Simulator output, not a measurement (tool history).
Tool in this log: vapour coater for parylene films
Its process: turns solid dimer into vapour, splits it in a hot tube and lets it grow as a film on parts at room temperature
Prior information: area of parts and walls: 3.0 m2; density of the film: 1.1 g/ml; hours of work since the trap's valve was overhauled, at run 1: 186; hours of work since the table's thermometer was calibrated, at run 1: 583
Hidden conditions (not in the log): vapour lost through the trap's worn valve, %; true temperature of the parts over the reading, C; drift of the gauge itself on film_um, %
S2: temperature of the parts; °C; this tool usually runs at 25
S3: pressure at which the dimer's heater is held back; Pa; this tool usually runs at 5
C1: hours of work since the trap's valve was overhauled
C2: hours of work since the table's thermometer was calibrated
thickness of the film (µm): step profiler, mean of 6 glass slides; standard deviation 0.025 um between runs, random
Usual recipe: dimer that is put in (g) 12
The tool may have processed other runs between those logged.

run 1 hour=0 | dimer_that_is_put_in_(g)=12 S2=25 S3=5 | C1=186 C2=583 | thickness_of_the_film_(µm)=1.89
run 2 hour=73.8 | dimer_that_is_put_in_(g)=12 S2=35 S3=5 | C1=252 C2=649 | thickness_of_the_film_(µm)=1.48
run 3 hour=127.4 | dimer_that_is_put_in_(g)=12 S2=25 S3=2.36 | C1=300 C2=696 | thickness_of_the_film_(µm)=2.03
run 4 hour=185.9 | dimer_that_is_put_in_(g)=12 S2=25 S3=2.36 | C1=352 C2=749 | thickness_of_the_film_(µm)=2.03
run 5 hour=258.2 | dimer_that_is_put_in_(g)=12 S2=25 S3=2.36 | C1=417 C2=813 | thickness_of_the_film_(µm)=2.05
run 6 hour=297.6 | dimer_that_is_put_in_(g)=12 S2=25 S3=2.13 | C1=452 C2=848 | thickness_of_the_film_(µm)=2.05
-- hour=302.4 table's thermometer calibrated
-- hour=374.4 trap's valve overhauled
run 7 hour=381.7 | dimer_that_is_put_in_(g)=6 S2=27 S3=2.19 | C1=7 C2=67 | thickness_of_the_film_(µm)=1.05
run 8 hour=445.7 | dimer_that_is_put_in_(g)=6 S2=36 S3=5 | C1=64 C2=124 | thickness_of_the_film_(µm)=0.72
run 9 hour=509 | dimer_that_is_put_in_(g)=8 S2=19 S3=6.07 | C1=120 C2=181 | thickness_of_the_film_(µm)=1.35
run 10 hour=550.5 | dimer_that_is_put_in_(g)=16 S2=29 S3=2.73 | C1=157 C2=218 | thickness_of_the_film_(µm)=2.47
run 11 hour=611.2 | dimer_that_is_put_in_(g)=13 S2=31 S3=5 | C1=211 C2=272 | thickness_of_the_film_(µm)=1.78
run 12 hour=678 | dimer_that_is_put_in_(g)=13 S2=31 S3=5 | C1=271 C2=332 | thickness_of_the_film_(µm)=1.73

Here are 5 independent what-if runs from the current tool condition. What would each one return?
-- hour=689.3 table's thermometer calibrated, once more
run A hour=718.8 | dimer_that_is_put_in_(g)=16 S2=23 S3=4.25 | C1=306 C2=26 | thickness_of_the_film_(µm)=?
-- hour=689.3 table's thermometer calibrated, once more
run B hour=718.8 | dimer_that_is_put_in_(g)=13 S2=31 S3=5.07 | C1=306 C2=26 | thickness_of_the_film_(µm)=?
-- hour=689.3 table's thermometer calibrated, once more
run C hour=718.8 | dimer_that_is_put_in_(g)=13 S2=21 S3=7.87 | C1=306 C2=26 | thickness_of_the_film_(µm)=?
-- hour=689.3 table's thermometer calibrated, once more
run D hour=718.8 | dimer_that_is_put_in_(g)=13 S2=30 S3=5 | C1=306 C2=26 | thickness_of_the_film_(µm)=?
-- hour=689.3 table's thermometer calibrated, once more
run E hour=718.8 | dimer_that_is_put_in_(g)=5 S2=31 S3=3.53 | C1=306 C2=26 | thickness_of_the_film_(µm)=?

run=A thickness_of_the_film_(µm)=2.61
run=B thickness_of_the_film_(µm)=1.75
run=C thickness_of_the_film_(µm)=2.06
run=D thickness_of_the_film_(µm)=1.81
run=E thickness_of_the_film_(µm)=0.69
With no hidden state in the tool, these same runs would have given:
run=A thickness_of_the_film_(µm)=2.73
run=B thickness_of_the_film_(µm)=1.83
run=C thickness_of_the_film_(µm)=2.15
run=D thickness_of_the_film_(µm)=1.89
run=E thickness_of_the_film_(µm)=0.72
